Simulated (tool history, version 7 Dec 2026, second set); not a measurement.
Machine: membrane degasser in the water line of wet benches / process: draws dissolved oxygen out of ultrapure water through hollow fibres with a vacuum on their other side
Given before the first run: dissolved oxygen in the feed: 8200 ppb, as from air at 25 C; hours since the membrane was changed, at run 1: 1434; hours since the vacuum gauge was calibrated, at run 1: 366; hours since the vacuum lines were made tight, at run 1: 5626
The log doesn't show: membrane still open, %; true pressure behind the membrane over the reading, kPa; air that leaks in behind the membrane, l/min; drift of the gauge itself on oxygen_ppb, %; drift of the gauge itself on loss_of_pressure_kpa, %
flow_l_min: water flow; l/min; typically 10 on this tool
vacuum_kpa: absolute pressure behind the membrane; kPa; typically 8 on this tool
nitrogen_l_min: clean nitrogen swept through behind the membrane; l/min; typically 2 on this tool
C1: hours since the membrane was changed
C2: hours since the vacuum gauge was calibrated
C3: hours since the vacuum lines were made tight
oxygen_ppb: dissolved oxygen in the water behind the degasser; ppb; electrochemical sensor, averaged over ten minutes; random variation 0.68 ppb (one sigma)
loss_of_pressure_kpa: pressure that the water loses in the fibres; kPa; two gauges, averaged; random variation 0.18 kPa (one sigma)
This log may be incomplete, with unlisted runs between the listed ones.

run 1 day=0 | flow_l_min=10 vacuum_kpa=8 nitrogen_l_min=2 | C1=1434 C2=366 C3=5626 | oxygen_ppb=64.4 loss_of_pressure_kpa=36.16
run 2 day=1.846 | flow_l_min=10 vacuum_kpa=8 nitrogen_l_min=2 | C1=1478 C2=410 C3=5671 | oxygen_ppb=65 loss_of_pressure_kpa=36.3
run 3 day=3.938 | flow_l_min=10 vacuum_kpa=8 nitrogen_l_min=2 | C1=1528 C2=460 C3=5721 | oxygen_ppb=65.2 loss_of_pressure_kpa=36.1
run 4 day=6.079 | flow_l_min=10 vacuum_kpa=8 nitrogen_l_min=2 | C1=1580 C2=511 C3=5772 | oxygen_ppb=65 loss_of_pressure_kpa=36.44
run 5 day=7.696 | flow_l_min=10 vacuum_kpa=8 nitrogen_l_min=2 | C1=1619 C2=550 C3=5811 | oxygen_ppb=65.5 loss_of_pressure_kpa=36.21
run 6 day=8.783 | flow_l_min=10 vacuum_kpa=8 nitrogen_l_min=2 | C1=1645 C2=576 C3=5837 | oxygen_ppb=65.3 loss_of_pressure_kpa=36.36
run 7 day=10.046 | flow_l_min=10 vacuum_kpa=8 nitrogen_l_min=2 | C1=1675 C2=607 C3=5867 | oxygen_ppb=65.2 loss_of_pressure_kpa=36.27
-- day=11.225 seals of the vacuum lines changed
run 8 day=12.188 | flow_l_min=10 vacuum_kpa=8 nitrogen_l_min=2 | C1=1724 C2=656 C3=23 | oxygen_ppb=60.3 loss_of_pressure_kpa=36.56
run 9 day=14.112 | flow_l_min=10 vacuum_kpa=8 nitrogen_l_min=2 | C1=1771 C2=702 C3=69 | oxygen_ppb=62.9 loss_of_pressure_kpa=36.7
run 10 day=15.296 | flow_l_min=10 vacuum_kpa=8 nitrogen_l_min=1.56 | C1=1799 C2=731 C3=98 | oxygen_ppb=78.1 loss_of_pressure_kpa=36.34
run 11 day=16.546 | flow_l_min=10 vacuum_kpa=8 nitrogen_l_min=1.56 | C1=1829 C2=761 C3=128 | oxygen_ppb=77.6 loss_of_pressure_kpa=36.51
run 12 day=18.446 | flow_l_min=7 vacuum_kpa=8 nitrogen_l_min=2 | C1=1875 C2=806 C3=173 | oxygen_ppb=41.6 loss_of_pressure_kpa=25.57
run 13 day=20.946 | flow_l_min=11 vacuum_kpa=13.33 nitrogen_l_min=2 | C1=1935 C2=866 C3=233 | oxygen_ppb=136.2 loss_of_pressure_kpa=40.18
run 14 day=22.238 | flow_l_min=11 vacuum_kpa=9.2 nitrogen_l_min=5.18 | C1=1966 C2=897 C3=264 | oxygen_ppb=37.8 loss_of_pressure_kpa=40.25
run 15 day=24.746 | flow_l_min=11 vacuum_kpa=9.2 nitrogen_l_min=5.18 | C1=2026 C2=958 C3=325 | oxygen_ppb=38.2 loss_of_pressure_kpa=40.13
run 16 day=26.346 | flow_l_min=11 vacuum_kpa=14.87 nitrogen_l_min=1.79 | C1=2064 C2=996 C3=363 | oxygen_ppb=180.2 loss_of_pressure_kpa=40.3
run 17 day=27.475 | flow_l_min=6 vacuum_kpa=8 nitrogen_l_min=2 | C1=2091 C2=1023 C3=390 | oxygen_ppb=36.9 loss_of_pressure_kpa=22.05
run 18 day=28.738 | flow_l_min=10 vacuum_kpa=5.97 nitrogen_l_min=3.69 | C1=2122 C2=1053 C3=420 | oxygen_ppb=22.4 loss_of_pressure_kpa=36.66
run 19 day=30.212 | flow_l_min=10 vacuum_kpa=7.51 nitrogen_l_min=2.73 | C1=2157 C2=1089 C3=456 | oxygen_ppb=43.3 loss_of_pressure_kpa=36.35
run 20 day=31.367 | flow_l_min=10 vacuum_kpa=7.51 nitrogen_l_min=2.73 | C1=2185 C2=1116 C3=483 | oxygen_ppb=43.4 loss_of_pressure_kpa=36.6
run 21 day=33.108 | flow_l_min=15 vacuum_kpa=6.36 nitrogen_l_min=4.08 | C1=2226 C2=1158 C3=525 | oxygen_ppb=66.8 loss_of_pressure_kpa=55.02
run 22 day=34.254 | flow_l_min=8 vacuum_kpa=19.24 nitrogen_l_min=2.95 | C1=2254 C2=1186 C3=553 | oxygen_ppb=108.7 loss_of_pressure_kpa=29.69
run 23 day=36.171 | flow_l_min=14 vacuum_kpa=8 nitrogen_l_min=4.81 | C1=2300 C2=1232 C3=599 | oxygen_ppb=61.3 loss_of_pressure_kpa=51.21

Below are 4 alternative next runs, each starting from the tool's condition after run 23. Predict each:
run A day=38.583 | flow_l_min=14 vacuum_kpa=8 nitrogen_l_min=1.29 | C1=2358 C2=1290 C3=657 | oxygen_ppb=? loss_of_pressure_kpa=?
run B day=38.583 | flow_l_min=14 vacuum_kpa=5.02 nitrogen_l_min=4.81 | C1=2358 C2=1290 C3=657 | oxygen_ppb=? loss_of_pressure_kpa=?
run C day=38.583 | flow_l_min=16 vacuum_kpa=8 nitrogen_l_min=2 | C1=2358 C2=1290 C3=657 | oxygen_ppb=? loss_of_pressure_kpa=?
run D day=38.583 | flow_l_min=11 vacuum_kpa=4.83 nitrogen_l_min=0.94 | C1=2358 C2=1290 C3=657 | oxygen_ppb=? loss_of_pressure_kpa=?

run=A oxygen_ppb=146.7 loss_of_pressure_kpa=51.8
run=B oxygen_ppb=39.6 loss_of_pressure_kpa=51.2
run=C oxygen_ppb=140.3 loss_of_pressure_kpa=58.86
run=D oxygen_ppb=52.9 loss_of_pressure_kpa=40.25
Without the tool's hidden state the same runs would have given:
run=A oxygen_ppb=141.1 loss_of_pressure_kpa=50.47
run=B oxygen_ppb=35.4 loss_of_pressure_kpa=49.88
run=C oxygen_ppb=132.6 loss_of_pressure_kpa=57.34
run=D oxygen_ppb=49.9 loss_of_pressure_kpa=39.22
